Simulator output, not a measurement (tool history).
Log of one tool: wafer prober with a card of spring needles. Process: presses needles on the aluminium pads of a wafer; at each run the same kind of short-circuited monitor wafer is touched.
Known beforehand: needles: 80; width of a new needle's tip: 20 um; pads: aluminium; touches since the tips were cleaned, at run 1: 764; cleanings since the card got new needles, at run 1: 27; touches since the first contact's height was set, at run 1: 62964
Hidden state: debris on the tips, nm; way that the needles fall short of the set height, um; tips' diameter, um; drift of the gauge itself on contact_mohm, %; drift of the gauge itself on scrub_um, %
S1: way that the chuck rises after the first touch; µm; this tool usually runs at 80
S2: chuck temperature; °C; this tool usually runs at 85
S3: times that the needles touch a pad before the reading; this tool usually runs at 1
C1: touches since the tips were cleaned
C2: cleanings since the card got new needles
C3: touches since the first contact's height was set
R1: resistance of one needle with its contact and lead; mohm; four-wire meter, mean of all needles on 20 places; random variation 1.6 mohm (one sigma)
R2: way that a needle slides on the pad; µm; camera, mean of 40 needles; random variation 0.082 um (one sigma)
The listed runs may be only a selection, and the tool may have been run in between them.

| run | day | S1 | S2 | S3 | C1 | C2 | C3 | R1 | R2 |
|---|---|---|---|---|---|---|---|---|---|
| 1 | 0.000 | 80 | 85 | 1 | 764 | 27 | 62964 | 168 | 12.09 |
|  | 0.200 | tips cleaned on abrasive film |
| 2 | 0.312 | 80 | 85 | 1 | 705 | 28 | 64874 | 170 | 12.19 |
|  | 0.529 | tips cleaned on abrasive film |
| 3 | 0.625 | 80 | 85 | 1 | 594 | 29 | 66769 | 167 | 12.07 |
|  | 0.871 | tips cleaned on abrasive film |
| 4 | 0.950 | 80 | 85 | 1 | 494 | 30 | 68761 | 162 | 12.03 |
|  | 1.204 | tips cleaned on abrasive film |
| 5 | 1.304 | 80 | 85 | 1 | 608 | 31 | 70925 | 166 | 11.95 |
|  | 1.538 | tips cleaned on abrasive film |
| 6 | 1.775 | 99 | 85 | 1 | 1465 | 32 | 73817 | 168 | 15.02 |
|  | 1.858 | tips cleaned on abrasive film |
| 7 | 2.071 | 95 | 85 | 1 | 1329 | 33 | 75629 | 165 | 14.27 |
|  | 2.188 | tips cleaned on abrasive film |
| 8 | 2.304 | 95 | 85 | 1 | 710 | 34 | 77028 | 162 | 14.38 |
|  | 2.508 | tips cleaned on abrasive film |
| 9 | 2.796 | 95 | 85 | 1 | 1778 | 35 | 80055 | 172 | 14.18 |
|  | 2.838 | tips cleaned on abrasive film |
|  | 3.175 | tips cleaned on abrasive film |
| 10 | 3.221 | 95 | 52 | 1 | 291 | 37 | 82633 | 153 | 14.26 |
|  | 3.508 | tips cleaned on abrasive film |
| 11 | 3.562 | 80 | 85 | 1 | 334 | 38 | 84722 | 163 | 11.93 |
|  | 3.854 | tips cleaned on abrasive film |
| 12 | 3.925 | 80 | 85 | 1 | 448 | 39 | 86950 | 167 | 11.89 |
| 13 | 4.154 | 80 | 85 | 1 | 1854 | 39 | 88356 | 181 | 11.99 |
|  | 4.200 | tips cleaned on abrasive film |
| 14 | 4.462 | 80 | 85 | 1 | 1633 | 40 | 90246 | 178 | 11.72 |
|  | 4.542 | tips cleaned on abrasive film |
| 15 | 4.738 | 80 | 85 | 1 | 1221 | 41 | 91916 | 172 | 11.87 |
|  | 4.867 | tips cleaned on abrasive film |
|  | 5.192 | tips cleaned on abrasive film |
| 16 | 5.229 | 80 | 85 | 1 | 212 | 43 | 94898 | 165 | 11.79 |
|  | 5.521 | tips cleaned on abrasive film |
| 17 | 5.658 | 80 | 102 | 1 | 842 | 44 | 97528 | 176 | 11.77 |
|  | 5.842 | tips cleaned on abrasive film |
| 18 | 6.100 | 76 | 109 | 1 | 1578 | 45 | 100231 | 183 | 11.05 |
|  | 6.179 | tips cleaned on abrasive film |
| 19 | 6.454 | 76 | 109 | 1 | 1713 | 46 | 102417 | 185 | 11.09 |
|  | 6.521 | tips cleaned on abrasive film |
| 20 | 6.717 | 76 | 109 | 1 | 1217 | 47 | 104005 | 180 | 11.14 |
|  | 6.842 | tips cleaned on abrasive film |
| 21 | 7.029 | 69 | 80 | 1 | 1162 | 48 | 105908 | 184 | 9.96 |
|  | 7.167 | tips cleaned on abrasive film |
| 22 | 7.467 | 63 | 39 | 2 | 1862 | 49 | 108600 | 177 | 8.96 |
|  | 7.512 | tips cleaned on abrasive film |
|  | 7.850 | tips cleaned on abrasive film |
| 23 | 7.942 | 63 | 39 | 2 | 564 | 51 | 111492 | 162 | 8.98 |
|  | 8.179 | tips cleaned on abrasive film |
| 24 | 8.179 | 80 | 56 | 1 | 0 | 52 | 112924 | 147 | 11.54 |
|  | 8.521 | tips cleaned on abrasive film |
| 25 | 8.596 | 85 | 100 | 1 | 460 | 53 | 115483 | 168 | 12.22 |
| 26 | 8.829 | 61 | 85 | 1 | 1911 | 53 | 116934 | 209 | 8.54 |
|  | 8.854 | tips cleaned on abrasive film |
| 27 | 9.092 | 97 | 85 | 2 | 1467 | 54 | 118526 | 159 | 14.22 |
|  | 9.183 | tips cleaned on abrasive film |
| 28 | 9.362 | 71 | 27 | 3 | 1106 | 55 | 120168 | 156 | 10.20 |
|  | 9.525 | tips cleaned on abrasive film |
| 29 | 9.788 | 80 | 115 | 2 | 1632 | 56 | 122771 | 172 | 11.52 |
|  | 9.846 | tips cleaned on abrasive film |
|  | 10.183 | tips cleaned on abrasive film |
| 30 | 10.258 | 80 | 115 | 2 | 462 | 58 | 125628 | 165 | 11.55 |
|  | 10.521 | tips cleaned on abrasive film |
| 31 | 10.521 | 94 | 27 | 1 | 11 | 59 | 127237 | 144 | 13.65 |
|  | 10.867 | tips cleaned on abrasive film |
| 32 | 10.912 | 94 | 57 | 2 | 290 | 60 | 129639 | 152 | 13.59 |
|  | 11.179 | tips cleaned on abrasive film |
| 33 | 11.346 | 94 | 57 | 2 | 1020 | 61 | 132289 | 157 | 13.67 |
|  | 11.504 | tips cleaned on abrasive film |
| 34 | 11.783 | 61 | 57 | 2 | 1724 | 62 | 134977 | 185 | 8.51 |

For each run, the measured value with the value that run would have given without the tool's hidden condition subtracted. The run-to-run variation is shared by both, the gauge scatter possibly not:
| run | R1 | R2 |
|---|---|---|
| 1 | +14 | -0.47 |
| 2 | +15 | -0.49 |
| 3 | +12 | -0.52 |
| 4 | +10 | -0.53 |
| 5 | +11 | -0.55 |
| 6 | +14 | -0.57 |
| 7 | +15 | -0.58 |
| 8 | +10 | -0.59 |
| 9 | +18 | -0.62 |
| 10 | +6 | -0.64 |
| 11 | +8 | -0.67 |
| 12 | +11 | -0.67 |
| 13 | +28 | -0.68 |
| 14 | +24 | -0.70 |
| 15 | +21 | -0.71 |
| 16 | +8 | -0.75 |
| 17 | +16 | -0.77 |
| 18 | +26 | -0.79 |
| 19 | +28 | -0.81 |
| 20 | +22 | -0.83 |
| 21 | +28 | -0.84 |
| 22 | +28 | -0.86 |
| 23 | +14 | -0.89 |
| 24 | +3 | -0.90 |
| 25 | +10 | -0.92 |
| 26 | +50 | -0.92 |
| 27 | +11 | -0.93 |
| 28 | +11 | -0.96 |
| 29 | +17 | -0.97 |
| 30 | +7 | -1.01 |
| 31 | +4 | -1.02 |
| 32 | +5 | -1.05 |
| 33 | +9 | -1.06 |
| 34 | +33 | -1.09 |

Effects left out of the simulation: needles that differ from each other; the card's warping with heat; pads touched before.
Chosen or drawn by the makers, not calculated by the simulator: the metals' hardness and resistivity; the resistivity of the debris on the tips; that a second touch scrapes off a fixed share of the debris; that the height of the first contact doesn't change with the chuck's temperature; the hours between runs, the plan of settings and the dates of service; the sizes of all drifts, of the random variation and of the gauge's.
